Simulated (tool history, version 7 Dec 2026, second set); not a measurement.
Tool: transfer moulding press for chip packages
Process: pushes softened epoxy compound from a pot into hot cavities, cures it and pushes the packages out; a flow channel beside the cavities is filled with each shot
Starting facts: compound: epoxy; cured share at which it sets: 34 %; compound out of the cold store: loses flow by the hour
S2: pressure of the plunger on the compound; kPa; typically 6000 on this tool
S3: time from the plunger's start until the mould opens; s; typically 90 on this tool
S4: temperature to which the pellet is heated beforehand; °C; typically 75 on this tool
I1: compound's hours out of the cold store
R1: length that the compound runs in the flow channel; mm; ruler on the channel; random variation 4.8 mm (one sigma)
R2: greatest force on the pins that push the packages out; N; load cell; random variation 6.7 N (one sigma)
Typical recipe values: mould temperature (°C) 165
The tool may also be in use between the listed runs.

{"run": 1, "day": 0.0, "mould temperature (°C)": 165, "S2": 6000, "S3": 90, "S4": 75, "I1": 8.7, "R1": 649, "R2": 405}
{"day": 0.962, "done": "cavities cleaned with cleaning compound and waxed"}
{"run": 2, "day": 0.971, "mould temperature (°C)": 165, "S2": 6000, "S3": 90, "S4": 75, "I1": 23.9, "R1": 615, "R2": 316}
{"run": 3, "day": 2.208, "mould temperature (°C)": 165, "S2": 6000, "S3": 90, "S4": 75, "I1": 39.5, "R1": 601, "R2": 438}
{"day": 2.817, "done": "cavities cleaned with cleaning compound and waxed"}
{"run": 4, "day": 3.538, "mould temperature (°C)": 165, "S2": 4790, "S3": 90, "S4": 75, "I1": 22.3, "R1": 558, "R2": 372}
{"day": 4.692, "done": "cavities cleaned with cleaning compound and waxed"}
{"run": 5, "day": 5.342, "mould temperature (°C)": 165, "S2": 4790, "S3": 90, "S4": 75, "I1": 16.7, "R1": 568, "R2": 389}
{"day": 5.675, "done": "mould's thermocouples calibrated"}
{"day": 6.725, "done": "cavities cleaned with cleaning compound and waxed"}
{"run": 6, "day": 7.038, "mould temperature (°C)": 165, "S2": 4790, "S3": 90, "S4": 75, "I1": 45.8, "R1": 518, "R2": 288}
{"run": 7, "day": 8.475, "mould temperature (°C)": 165, "S2": 4790, "S3": 90, "S4": 75, "I1": 20.9, "R1": 549, "R2": 440}
{"day": 8.625, "done": "cavities cleaned with cleaning compound and waxed"}
{"run": 8, "day": 10.275, "mould temperature (°C)": 165, "S2": 4710, "S3": 90, "S4": 75, "I1": 27.9, "R1": 538, "R2": 406}
{"day": 10.588, "done": "cavities cleaned with cleaning compound and waxed"}
{"run": 9, "day": 11.758, "mould temperature (°C)": 165, "S2": 6000, "S3": 107, "S4": 75, "I1": 17.7, "R1": 613, "R2": 289}
{"day": 12.454, "done": "cavities cleaned with cleaning compound and waxed"}
{"run": 10, "day": 12.812, "mould temperature (°C)": 165, "S2": 6000, "S3": 126, "S4": 75, "I1": 29, "R1": 590, "R2": 224}
{"run": 11, "day": 13.779, "mould temperature (°C)": 165, "S2": 7340, "S3": 90, "S4": 75, "I1": 32.6, "R1": 650, "R2": 414}
{"day": 14.333, "done": "cavities cleaned with cleaning compound and waxed"}
{"run": 12, "day": 14.921, "mould temperature (°C)": 165, "S2": 6000, "S3": 90, "S4": 75, "I1": 13.3, "R1": 605, "R2": 336}
{"day": 15.279, "done": "plunger's sealing rings changed"}
{"run": 13, "day": 16.229, "mould temperature (°C)": 165, "S2": 6000, "S3": 90, "S4": 75, "I1": 41.4, "R1": 610, "R2": 444}
{"day": 16.45, "done": "cavities cleaned with cleaning compound and waxed"}
{"run": 14, "day": 17.342, "mould temperature (°C)": 165, "S2": 6000, "S3": 90, "S4": 75, "I1": 17.2, "R1": 638, "R2": 398}
{"run": 15, "day": 18.158, "mould temperature (°C)": 165, "S2": 7090, "S3": 80, "S4": 72, "I1": 34.1, "R1": 662, "R2": 583}
{"day": 18.379, "done": "cavities cleaned with cleaning compound and waxed"}
{"run": 16, "day": 19.075, "mould temperature (°C)": 165, "S2": 7090, "S3": 80, "S4": 72, "I1": 23.3, "R1": 682, "R2": 522}
{"run": 17, "day": 20.138, "mould temperature (°C)": 165, "S2": 5500, "S3": 90, "S4": 75, "I1": 40.6, "R1": 569, "R2": 447}
{"day": 20.346, "done": "cavities cleaned with cleaning compound and waxed"}
{"run": 18, "day": 21.75, "mould temperature (°C)": 165, "S2": 5500, "S3": 90, "S4": 75, "I1": 44.3, "R1": 561, "R2": 418}
{"day": 22.308, "done": "cavities cleaned with cleaning compound and waxed"}
{"run": 19, "day": 22.879, "mould temperature (°C)": 165, "S2": 5500, "S3": 90, "S4": 75, "I1": 10.9, "R1": 617, "R2": 371}
{"run": 20, "day": 23.921, "mould temperature (°C)": 161, "S2": 5500, "S3": 107, "S4": 75, "I1": 45.5, "R1": 567, "R2": 407}
{"day": 24.212, "done": "cavities cleaned with cleaning compound and waxed"}
{"run": 21, "day": 25.371, "mould temperature (°C)": 157, "S2": 7300, "S3": 93, "S4": 84, "I1": 44, "R1": 656, "R2": 702}
{"day": 26.15, "done": "cavities cleaned with cleaning compound and waxed"}
{"run": 22, "day": 26.55, "mould temperature (°C)": 157, "S2": 7300, "S3": 93, "S4": 84, "I1": 23.7, "R1": 701, "R2": 594}
{"run": 23, "day": 27.688, "mould temperature (°C)": 157, "S2": 6000, "S3": 93, "S4": 82, "I1": 25, "R1": 627, "R2": 772}
{"day": 28.096, "done": "cavities cleaned with cleaning compound and waxed"}
{"run": 24, "day": 28.712, "mould temperature (°C)": 160, "S2": 6320, "S3": 101, "S4": 78, "I1": 27.9, "R1": 624, "R2": 441}
{"day": 29.983, "done": "cavities cleaned with cleaning compound and waxed"}
{"run": 25, "day": 29.992, "mould temperature (°C)": 169, "S2": 6320, "S3": 101, "S4": 71, "I1": 21.8, "R1": 624, "R2": 198}
{"run": 26, "day": 31.229, "mould temperature (°C)": 159, "S2": 6000, "S3": 123, "S4": 75, "I1": 38.2, "R1": 597, "R2": 341}
{"day": 31.725, "done": "mould's thermocouples calibrated"}
{"day": 32.004, "done": "cavities cleaned with cleaning compound and waxed"}
{"run": 27, "day": 32.721, "mould temperature (°C)": 173, "S2": 6000, "S3": 123, "S4": 83, "I1": 43.5, "R1": 548, "R2": 243}
{"run": 28, "day": 33.538, "mould temperature (°C)": 162, "S2": 4850, "S3": 72, "S4": 72, "I1": 43.8, "R1": 520, "R2": 919}

Alternative continuations, all from the tool just after run 28; predict every row:
{"day": 33.904, "done": "cavities cleaned with cleaning compound and waxed"}
{"day": 34.304, "done": "plunger's sealing rings changed"}
{"run": "A", "day": 35.292, "mould temperature (°C)": 160, "S2": 6000, "S3": 102, "S4": 69, "I1": 43.7, "R1": "?", "R2": "?"}
{"day": 33.904, "done": "cavities cleaned with cleaning compound and waxed"}
{"day": 34.304, "done": "plunger's sealing rings changed"}
{"run": "B", "day": 35.292, "mould temperature (°C)": 162, "S2": 6590, "S3": 71, "S4": 76, "I1": 37.4, "R1": "?", "R2": "?"}
{"day": 33.904, "done": "cavities cleaned with cleaning compound and waxed"}
{"day": 34.304, "done": "plunger's sealing rings changed"}
{"run": "C", "day": 35.292, "mould temperature (°C)": 170, "S2": 6000, "S3": 101, "S4": 75, "I1": 16, "R1": "?", "R2": "?"}

run=A R1=607 R2=428
run=B R1=645 R2=857
run=C R1=632 R2=287
With the hidden condition removed and each run's random variation left untouched, the same runs would have given:
run=A R1=610 R2=294
run=B R1=648 R2=590
run=C R1=635 R2=198
